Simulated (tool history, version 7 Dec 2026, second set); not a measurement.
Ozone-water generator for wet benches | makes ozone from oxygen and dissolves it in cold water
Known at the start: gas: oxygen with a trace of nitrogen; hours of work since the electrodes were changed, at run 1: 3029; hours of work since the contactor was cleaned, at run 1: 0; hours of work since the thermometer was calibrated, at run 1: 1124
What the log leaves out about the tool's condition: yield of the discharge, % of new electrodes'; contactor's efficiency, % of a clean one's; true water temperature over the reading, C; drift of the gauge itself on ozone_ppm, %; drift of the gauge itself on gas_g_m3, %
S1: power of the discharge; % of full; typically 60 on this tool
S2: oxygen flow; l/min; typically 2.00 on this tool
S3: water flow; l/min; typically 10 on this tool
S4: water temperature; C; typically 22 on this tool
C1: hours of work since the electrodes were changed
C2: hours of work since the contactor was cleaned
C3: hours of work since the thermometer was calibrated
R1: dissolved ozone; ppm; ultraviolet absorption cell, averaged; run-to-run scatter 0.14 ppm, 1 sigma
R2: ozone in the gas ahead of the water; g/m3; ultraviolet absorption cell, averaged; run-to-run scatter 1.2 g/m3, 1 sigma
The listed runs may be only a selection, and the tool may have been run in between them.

{"run": 1, "day": 0.0, "S1": 60, "S2": 2.0, "S3": 10, "S4": 22, "C1": 3029, "C2": 0, "C3": 1124, "R1": 15.4, "R2": 220.2}
{"run": 2, "day": 5.767, "S1": 60, "S2": 1.56, "S3": 10, "S4": 22, "C1": 3139, "C2": 110, "C3": 1234, "R1": 15.5, "R2": 252.0}
{"run": 3, "day": 11.958, "S1": 60, "S2": 1.56, "S3": 10, "S4": 22, "C1": 3257, "C2": 227, "C3": 1352, "R1": 15.4, "R2": 251.5}
{"run": 4, "day": 15.838, "S1": 60, "S2": 1.56, "S3": 10, "S4": 22, "C1": 3331, "C2": 301, "C3": 1426, "R1": 15.7, "R2": 253.7}
{"run": 5, "day": 18.742, "S1": 64, "S2": 2.0, "S3": 10, "S4": 22, "C1": 3386, "C2": 356, "C3": 1481, "R1": 16.4, "R2": 229.0}
{"run": 6, "day": 22.042, "S1": 64, "S2": 2.0, "S3": 10, "S4": 22, "C1": 3449, "C2": 419, "C3": 1544, "R1": 16.4, "R2": 232.0}
{"run": 7, "day": 28.717, "S1": 64, "S2": 2.0, "S3": 10, "S4": 22, "C1": 3575, "C2": 546, "C3": 1670, "R1": 16.5, "R2": 231.6}
{"run": 8, "day": 31.725, "S1": 64, "S2": 2.0, "S3": 10, "S4": 22, "C1": 3633, "C2": 603, "C3": 1728, "R1": 16.7, "R2": 231.0}
{"run": 9, "day": 38.579, "S1": 64, "S2": 2.0, "S3": 10, "S4": 22, "C1": 3763, "C2": 733, "C3": 1858, "R1": 16.5, "R2": 232.5}
{"run": 10, "day": 43.658, "S1": 60, "S2": 2.0, "S3": 10, "S4": 15, "C1": 3859, "C2": 830, "C3": 1954, "R1": 17.1, "R2": 218.9}
{"run": 11, "day": 46.558, "S1": 60, "S2": 2.0, "S3": 10, "S4": 15, "C1": 3915, "C2": 885, "C3": 2010, "R1": 16.9, "R2": 220.0}
{"run": 12, "day": 53.379, "S1": 60, "S2": 2.0, "S3": 10, "S4": 15, "C1": 4044, "C2": 1015, "C3": 2139, "R1": 17.0, "R2": 220.1}
{"run": 13, "day": 57.112, "S1": 58, "S2": 2.18, "S3": 9, "S4": 14, "C1": 4115, "C2": 1086, "C3": 2210, "R1": 18.6, "R2": 202.8}
{"run": 14, "day": 61.229, "S1": 58, "S2": 1.46, "S3": 8, "S4": 16, "C1": 4193, "C2": 1164, "C3": 2288, "R1": 19.6, "R2": 254.8}
{"run": 15, "day": 68.029, "S1": 58, "S2": 1.06, "S3": 8, "S4": 14, "C1": 4323, "C2": 1293, "C3": 2418, "R1": 19.3, "R2": 305.7}
{"run": 16, "day": 74.933, "S1": 58, "S2": 1.06, "S3": 8, "S4": 14, "C1": 4454, "C2": 1425, "C3": 2549, "R1": 19.4, "R2": 304.3}
{"run": 17, "day": 79.133, "S1": 69, "S2": 3.41, "S3": 10, "S4": 22, "C1": 4534, "C2": 1504, "C3": 2629, "R1": 17.0, "R2": 181.0}
{"run": 18, "day": 83.133, "S1": 69, "S2": 3.41, "S3": 10, "S4": 22, "C1": 4610, "C2": 1581, "C3": 2705, "R1": 17.2, "R2": 180.8}
{"run": 19, "day": 88.729, "S1": 69, "S2": 3.41, "S3": 10, "S4": 18, "C1": 4716, "C2": 1687, "C3": 2811, "R1": 18.4, "R2": 181.7}
{"run": 20, "day": 92.229, "S1": 46, "S2": 2.0, "S3": 8, "S4": 19, "C1": 4783, "C2": 1753, "C3": 2878, "R1": 15.6, "R2": 176.2}
{"run": 21, "day": 95.712, "S1": 79, "S2": 1.08, "S3": 15, "S4": 15, "C1": 4849, "C2": 1820, "C3": 2944, "R1": 12.5, "R2": 388.6}
{"run": 22, "day": 101.588, "S1": 88, "S2": 1.27, "S3": 6, "S4": 21, "C1": 4961, "C2": 1931, "C3": 3056, "R1": 33.3, "R2": 392.5}
{"run": 23, "day": 104.812, "S1": 88, "S2": 1.27, "S3": 6, "S4": 21, "C1": 5022, "C2": 1993, "C3": 3117, "R1": 33.3, "R2": 389.2}

Each row is a separate what-if for the run after 23, all from the same tool condition, not one after another. Results?
{"day": 108.508, "done": "water thermometer calibrated"}
{"run": "A", "day": 108.562, "S1": 50, "S2": 1.27, "S3": 6, "S4": 18, "C1": 5093, "C2": 2064, "C3": 1, "R1": "?", "R2": "?"}
{"day": 108.508, "done": "water thermometer calibrated"}
{"run": "B", "day": 108.562, "S1": 88, "S2": 1.27, "S3": 7, "S4": 16, "C1": 5093, "C2": 2064, "C3": 1, "R1": "?", "R2": "?"}
{"day": 108.508, "done": "water thermometer calibrated"}
{"run": "C", "day": 108.562, "S1": 88, "S2": 1.22, "S3": 6, "S4": 16, "C1": 5093, "C2": 2064, "C3": 1, "R1": "?", "R2": "?"}
{"day": 108.508, "done": "water thermometer calibrated"}
{"run": "D", "day": 108.562, "S1": 88, "S2": 1.27, "S3": 6, "S4": 18, "C1": 5093, "C2": 2064, "C3": 1, "R1": "?", "R2": "?"}
{"day": 108.508, "done": "water thermometer calibrated"}
{"run": "E", "day": 108.562, "S1": 88, "S2": 1.73, "S3": 11, "S4": 14, "C1": 5093, "C2": 2064, "C3": 1, "R1": "?", "R2": "?"}

run=A R1=21.7 R2=242.4
run=B R1=31.3 R2=392.6
run=C R1=36.0 R2=399.6
run=D R1=34.8 R2=393.5
run=E R1=21.4 R2=328.0
The same runs, with their run-to-run variation unchanged, on a tool lacking any hidden condition would have given:
run=A R1=21.7 R2=242.6
run=B R1=31.3 R2=393.2
run=C R1=36.0 R2=400.2
run=D R1=34.9 R2=394.1
run=E R1=21.5 R2=328.5

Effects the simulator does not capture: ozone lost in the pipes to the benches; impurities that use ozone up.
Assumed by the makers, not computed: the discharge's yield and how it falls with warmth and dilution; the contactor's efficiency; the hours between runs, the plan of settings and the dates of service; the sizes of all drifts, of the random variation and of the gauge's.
